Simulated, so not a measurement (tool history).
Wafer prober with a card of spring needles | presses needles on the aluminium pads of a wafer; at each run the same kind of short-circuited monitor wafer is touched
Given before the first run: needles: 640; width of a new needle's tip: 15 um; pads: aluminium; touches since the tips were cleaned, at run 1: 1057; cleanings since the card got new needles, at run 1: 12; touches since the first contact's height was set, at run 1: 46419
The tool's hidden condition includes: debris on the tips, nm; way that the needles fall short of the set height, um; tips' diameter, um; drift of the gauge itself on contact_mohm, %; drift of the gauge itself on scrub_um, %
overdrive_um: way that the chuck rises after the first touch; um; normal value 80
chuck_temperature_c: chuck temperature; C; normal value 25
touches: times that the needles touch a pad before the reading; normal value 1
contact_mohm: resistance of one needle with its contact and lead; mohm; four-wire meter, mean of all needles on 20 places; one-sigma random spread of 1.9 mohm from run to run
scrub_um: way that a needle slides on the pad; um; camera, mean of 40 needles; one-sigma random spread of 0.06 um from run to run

run	day	overdrive_um	chuck_temperature_c	touches	touches since the tips were cleaned	cleanings since the card got new needles	touches since the first contact's height was set	contact_mohm	scrub_um
1	0.000	80	25	1	1057	12	46419	196	11.86
# day 0.254: tips cleaned on abrasive film
# day 0.592: tips cleaned on abrasive film
# day 1.008: tips cleaned on abrasive film
# day 1.429: tips cleaned on abrasive film
# day 1.850: tips cleaned on abrasive film
# day 2.267: tips cleaned on abrasive film
# day 2.688: tips cleaned on abrasive film
# day 3.025: tips cleaned on abrasive film
2	3.154	80	30	1	1235	20	75845	197	11.83
# day 3.408: tips cleaned on abrasive film
# day 3.746: tips cleaned on abrasive film
# day 4.167: tips cleaned on abrasive film
# day 4.500: tips cleaned on abrasive film
# day 4.921: tips cleaned on abrasive film
# day 5.342: tips cleaned on abrasive film
# day 5.675: tips cleaned on abrasive film
# day 6.096: tips cleaned on abrasive film
3	6.138	80	30	1	375	28	103628	195	11.82
# day 6.475: tips cleaned on abrasive film
# day 6.892: tips cleaned on abrasive film
# day 7.229: tips cleaned on abrasive film
# day 7.650: tips cleaned on abrasive film
4	7.742	80	30	1	866	32	118590	197	11.88
# day 7.992: tips cleaned on abrasive film
# day 8.412: tips cleaned on abrasive film
# day 8.833: tips cleaned on abrasive film
# day 9.254: tips cleaned on abrasive film
# day 9.671: tips cleaned on abrasive film
# day 10.092: tips cleaned on abrasive film
# day 10.512: tips cleaned on abrasive film
# day 10.929: tips cleaned on abrasive film
5	11.258	80	30	1	3078	40	151422	197	11.87
# day 11.346: tips cleaned on abrasive film
# day 11.762: tips cleaned on abrasive film
# day 12.183: tips cleaned on abrasive film
# day 12.604: tips cleaned on abrasive film
# day 12.938: tips cleaned on abrasive film
# day 13.358: tips cleaned on abrasive film
6	13.367	80	25	1	90	46	171088	195	11.87
# day 13.704: tips cleaned on abrasive film
# day 14.042: tips cleaned on abrasive film
# day 14.462: tips cleaned on abrasive film
# day 14.879: tips cleaned on abrasive film
7	15.033	80	25	1	1464	50	186640	194	11.78
# day 15.288: tips cleaned on abrasive film
# day 15.708: tips cleaned on abrasive film
# day 16.129: tips cleaned on abrasive film
# day 16.462: tips cleaned on abrasive film
# day 16.883: tips cleaned on abrasive film
8	17.017	80	25	1	1256	55	205123	197	11.96
# day 17.196: height of the first contact set anew
# day 17.283: tips cleaned on abrasive film
# day 17.704: tips cleaned on abrasive film
# day 18.038: tips cleaned on abrasive film
# day 18.458: tips cleaned on abrasive film
# day 18.879: tips cleaned on abrasive film
# day 19.296: tips cleaned on abrasive film
9	19.550	80	25	1	2379	61	21956	194	11.85
# day 19.638: tips cleaned on abrasive film
# day 20.058: tips cleaned on abrasive film
# day 20.479: tips cleaned on abrasive film
# day 20.896: tips cleaned on abrasive film
# day 21.317: tips cleaned on abrasive film
# day 21.738: tips cleaned on abrasive film
# day 22.138: tips cleaned on abrasive film
10	22.138	66	25	1	0	68	46052	196	9.80
# day 22.554: tips cleaned on abrasive film
# day 22.892: tips cleaned on abrasive film
# day 23.312: tips cleaned on abrasive film
# day 23.729: tips cleaned on abrasive film
# day 24.067: tips cleaned on abrasive film
# day 24.488: tips cleaned on abrasive film
# day 24.908: tips cleaned on abrasive film
11	24.942	77	25	2	327	75	72220	197	11.42
# day 25.279: tips cleaned on abrasive film
# day 25.696: tips cleaned on abrasive film
# day 26.117: tips cleaned on abrasive film
# day 26.454: tips cleaned on abrasive film
# day 26.875: tips cleaned on abrasive film
# day 27.292: tips cleaned on abrasive film
# day 27.629: tips cleaned on abrasive film
# day 28.017: tips cleaned on abrasive film
12	28.017	73	72	3	0	83	100888	207	10.87
# day 28.438: tips cleaned on abrasive film
# day 28.854: tips cleaned on abrasive film
# day 29.275: tips cleaned on abrasive film
# day 29.612: tips cleaned on abrasive film
# day 30.029: tips cleaned on abrasive film
# day 30.450: tips cleaned on abrasive film
# day 30.871: tips cleaned on abrasive film
13	31.083	63	79	1	2011	90	129522	210	9.35
# day 31.254: tips cleaned on abrasive film
# day 31.675: tips cleaned on abrasive film
# day 32.092: tips cleaned on abrasive film
# day 32.512: tips cleaned on abrasive film
# day 32.933: tips cleaned on abrasive film
# day 33.350: tips cleaned on abrasive film
# day 33.771: tips cleaned on abrasive film
# day 34.192: tips cleaned on abrasive film
14	34.396	63	79	1	1920	98	160415	211	9.49
# day 34.567: tips cleaned on abrasive film
# day 34.900: tips cleaned on abrasive film
# day 35.321: tips cleaned on abrasive film
# day 35.742: tips cleaned on abrasive film
# day 36.075: tips cleaned on abrasive film
# day 36.496: tips cleaned on abrasive film
# day 36.917: tips cleaned on abrasive film
15	36.992	62	79	1	716	105	184622	213	9.34
# day 37.329: tips cleaned on abrasive film
# day 37.746: tips cleaned on abrasive film
# day 38.083: tips cleaned on abrasive film
# day 38.504: tips cleaned on abrasive film
# day 38.925: tips cleaned on abrasive film
# day 39.342: tips cleaned on abrasive film
# day 39.354: height of the first contact set anew
# day 39.775: tips cleaned on abrasive film
# day 40.196: tips cleaned on abrasive film
# day 40.596: tips cleaned on abrasive film
16	40.596	62	79	1	0	114	11555	212	9.35
# day 41.012: tips cleaned on abrasive film
# day 41.350: tips cleaned on abrasive film
# day 41.771: tips cleaned on abrasive film
# day 42.188: tips cleaned on abrasive film
# day 42.608: tips cleaned on abrasive film
# day 42.946: tips cleaned on abrasive film
# day 43.288: tips cleaned on abrasive film
17	43.288	64	121	1	0	121	36659	223	9.59
# day 43.625: tips cleaned on abrasive film
# day 44.046: tips cleaned on abrasive film
# day 44.462: tips cleaned on abrasive film
# day 44.800: tips cleaned on abrasive film
# day 45.221: tips cleaned on abrasive film
# day 45.554: tips cleaned on abrasive film
# day 45.975: tips cleaned on abrasive film
18	46.250	64	121	1	2586	128	64315	221	9.60

Run 19, settings as shown, results not yet in. Your forecast:
# day 46.338: tips cleaned on abrasive film
# day 46.758: tips cleaned on abrasive film
# day 47.175: tips cleaned on abrasive film
# day 47.596: tips cleaned on abrasive film
# day 47.933: tips cleaned on abrasive film
19	47.988	83	79	2	512	133	80490	?	?

Run 19 produced contact_mohm 206 mohm, scrub_um 12.53 um.
Were there no unlogged condition in the tool, this run, its random variation unchanged, would have produced contact_mohm 206 mohm, scrub_um 12.24 um.

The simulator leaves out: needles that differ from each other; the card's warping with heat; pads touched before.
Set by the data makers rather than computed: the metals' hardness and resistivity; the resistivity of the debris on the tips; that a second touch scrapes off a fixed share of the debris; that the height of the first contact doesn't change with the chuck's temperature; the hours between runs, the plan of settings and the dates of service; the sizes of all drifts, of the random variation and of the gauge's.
